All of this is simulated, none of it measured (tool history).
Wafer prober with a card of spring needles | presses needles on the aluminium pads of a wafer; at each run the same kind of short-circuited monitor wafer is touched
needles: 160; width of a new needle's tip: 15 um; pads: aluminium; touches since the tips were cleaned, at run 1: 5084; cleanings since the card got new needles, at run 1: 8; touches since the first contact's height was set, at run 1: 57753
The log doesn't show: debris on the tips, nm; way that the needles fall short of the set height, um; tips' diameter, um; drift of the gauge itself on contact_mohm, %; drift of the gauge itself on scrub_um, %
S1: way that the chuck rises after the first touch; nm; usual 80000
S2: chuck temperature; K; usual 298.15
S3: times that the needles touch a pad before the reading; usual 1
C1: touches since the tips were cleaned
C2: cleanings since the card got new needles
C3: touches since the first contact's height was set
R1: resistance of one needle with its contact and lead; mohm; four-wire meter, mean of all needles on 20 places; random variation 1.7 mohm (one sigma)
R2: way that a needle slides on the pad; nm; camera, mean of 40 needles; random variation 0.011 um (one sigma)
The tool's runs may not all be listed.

| run | hour | S1 | S2 | S3 | C1 | C2 | C3 | R1 | R2 |
|---|---|---|---|---|---|---|---|---|---|
| 1 | 0 | 80000 | 298.15 | 1 | 5084 | 8 | 57753 | 172 | 10630 |
|  | 3.2 | tips cleaned on abrasive film |
| 2 | 6.3 | 80000 | 387.15 | 1 | 561 | 9 | 58878 | 192 | 10630 |
| 3 | 17.5 | 80000 | 387.15 | 1 | 2607 | 9 | 60924 | 188 | 10600 |
| 4 | 26 | 80000 | 387.15 | 1 | 4149 | 9 | 62466 | 191 | 10610 |
| 5 | 30.8 | 80000 | 387.15 | 1 | 5024 | 9 | 63341 | 191 | 10590 |
|  | 34 | tips cleaned on abrasive film |
| 6 | 39.7 | 80000 | 298.15 | 1 | 1035 | 10 | 64941 | 172 | 10600 |
| 7 | 46.7 | 80000 | 366.15 | 1 | 2313 | 10 | 66219 | 185 | 10580 |
| 8 | 55.3 | 80000 | 366.15 | 1 | 3889 | 10 | 67795 | 186 | 10570 |
| 9 | 61.6 | 80000 | 343.15 | 1 | 5032 | 10 | 68938 | 184 | 10580 |
|  | 65.5 | tips cleaned on abrasive film |
| 10 | 68.6 | 80000 | 298.15 | 1 | 560 | 11 | 70202 | 174 | 10580 |
| 11 | 76.8 | 80000 | 298.15 | 1 | 2041 | 11 | 71683 | 170 | 10590 |
| 12 | 85 | 80000 | 298.15 | 1 | 3540 | 11 | 73182 | 175 | 10540 |
| 13 | 95.8 | 80000 | 298.15 | 1 | 5508 | 11 | 75150 | 173 | 10590 |
|  | 96.6 | tips cleaned on abrasive film |
| 14 | 102.8 | 80000 | 298.15 | 1 | 1133 | 12 | 76406 | 173 | 10570 |
| 15 | 114 | 80000 | 298.15 | 1 | 3178 | 12 | 78451 | 174 | 10560 |
| 16 | 123.4 | 80000 | 298.15 | 1 | 4890 | 12 | 80163 | 175 | 10540 |
|  | 127.3 | tips cleaned on abrasive film |
| 17 | 132.6 | 80000 | 298.15 | 1 | 973 | 13 | 81825 | 172 | 10540 |
| 18 | 138.8 | 80000 | 298.15 | 1 | 2100 | 13 | 82952 | 172 | 10550 |
| 19 | 144.1 | 80000 | 298.15 | 1 | 3063 | 13 | 83915 | 173 | 10550 |
|  | 147.3 | height of the first contact set anew |
| 20 | 152.6 | 80000 | 298.15 | 1 | 4557 | 13 | 963 | 172 | 10520 |
|  | 159 | tips cleaned on abrasive film |
| 21 | 162.4 | 79000 | 364.15 | 1 | 624 | 14 | 2734 | 190 | 10410 |
| 22 | 171.5 | 99000 | 314.15 | 2 | 2288 | 14 | 4398 | 170 | 13040 |
| 23 | 181.9 | 80000 | 302.15 | 1 | 4180 | 14 | 6290 | 174 | 10530 |
|  | 189.7 | tips cleaned on abrasive film |
| 24 | 192.1 | 81000 | 348.15 | 2 | 437 | 15 | 8124 | 182 | 10650 |
| 25 | 199.6 | 81000 | 380.15 | 1 | 1808 | 15 | 9495 | 188 | 10630 |
| 26 | 207.4 | 81000 | 380.15 | 2 | 3230 | 15 | 10917 | 187 | 10650 |
| 27 | 213.6 | 81000 | 380.15 | 2 | 4363 | 15 | 12050 | 189 | 10640 |
|  | 221.1 | tips cleaned on abrasive film |
| 28 | 224.4 | 62000 | 301.15 | 3 | 615 | 16 | 14004 | 178 | 8130 |
| 29 | 232.6 | 62000 | 301.15 | 3 | 2109 | 16 | 15498 | 177 | 8150 |
| 30 | 241.4 | 62000 | 301.15 | 3 | 3702 | 16 | 17091 | 176 | 8130 |
|  | 251.7 | tips cleaned on abrasive film |
| 31 | 252.4 | 100000 | 313.15 | 1 | 119 | 17 | 19076 | 172 | 13110 |
|  | 255.6 | gauge calibrated |
| 32 | 263.6 | 76000 | 298.15 | 3 | 2156 | 17 | 21113 | 172 | 10070 |
| 33 | 270 | 100000 | 298.15 | 3 | 3327 | 17 | 22284 | 174 | 13250 |
| 34 | 278 | 66000 | 321.15 | 3 | 4792 | 17 | 23749 | 180 | 8760 |

Hidden state or all else? Some run-to-run changes of R2, split into what the settings, what came in and random variation would give without the hidden state, and what is left for the hidden state (with any gauge scatter that isn't in both results):
Run 21 -> 22: S1 79000 -> 99000, S2 364.15 -> 314.15, S3 1 -> 2. R2 +2630 nm: hidden state -30, all else +2660.
Run 30 -> 31: S1 62000 -> 100000, S2 301.15 -> 313.15, S3 3 -> 1, tips cleaned on abrasive film. R2 +4980 nm: hidden state -70, all else +5050.
Run 31 -> 32: S1 100000 -> 76000, S2 313.15 -> 298.15, S3 1 -> 3, gauge calibrated. R2 -3040 nm: hidden state +160, all else -3200.
Run 32 -> 33: S1 76000 -> 100000. R2 +3180 nm: hidden state +0, all else +3180.
Run 33 -> 34: S1 100000 -> 66000, S2 298.15 -> 321.15. R2 -4490 nm: hidden state +0, all else -4490.
